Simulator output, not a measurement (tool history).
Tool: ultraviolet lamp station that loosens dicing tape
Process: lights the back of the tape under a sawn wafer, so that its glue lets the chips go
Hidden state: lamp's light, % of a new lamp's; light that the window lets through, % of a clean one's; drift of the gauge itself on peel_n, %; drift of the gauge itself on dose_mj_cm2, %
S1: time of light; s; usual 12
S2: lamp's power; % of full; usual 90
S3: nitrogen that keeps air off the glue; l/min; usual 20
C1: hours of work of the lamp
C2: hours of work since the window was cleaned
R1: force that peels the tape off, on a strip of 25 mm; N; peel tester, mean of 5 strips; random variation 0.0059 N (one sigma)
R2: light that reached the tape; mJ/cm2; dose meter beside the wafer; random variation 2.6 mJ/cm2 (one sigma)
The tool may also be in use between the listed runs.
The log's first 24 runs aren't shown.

run,hour,S1,S2,S3,C1,C2,R1,R2
25,349.2,23,74,24,282,372,0.084,418
26,363.2,23,74,24,291,381,0.082,412
27,384.0,23,70,27,305,394,0.082,388
28,399.9,23,70,27,315,405,0.097,381
29,419.8,10,75,27,328,418,0.552,172
30,429.7,10,75,27,335,424,0.558,177
31,446.1,8,74,20,346,435,1.042,133
32,457.0,17,90,13,353,442,0.211,357
33,467.5,17,90,13,360,449,0.205,350
34,476.4,17,90,17,365,455,0.177,347
35,491.7,17,90,17,375,465,0.168,345
36,511.0,10,90,26,388,478,0.444,199
37,521.4,10,90,26,395,484,0.434,202
38,537.6,10,90,26,406,495,0.442,199
39,549.1,17,79,38,413,503,0.131,290
40,567.9,10,100,39,425,515,0.269,212
41,576.8,8,63,30,431,521,1.227,110
42,595.6,8,86,18,444,533,1.053,147
43,612.2,17,66,6,454,544,0.930,237

3 ways to go on from here, each from the tool as it stands after run 43. What would each give?
A,622.1,17,66,33,461,550,?,?
B,622.1,15,86,24,461,550,?,?
C,622.1,10,66,6,461,550,?,?

run,R1,R2
A,0.241,235
B,0.218,270
C,1.759,137
Without the tool's hidden state the same runs would have given:
run,R1,R2
A,0.089,349
B,0.087,402
C,1.094,204
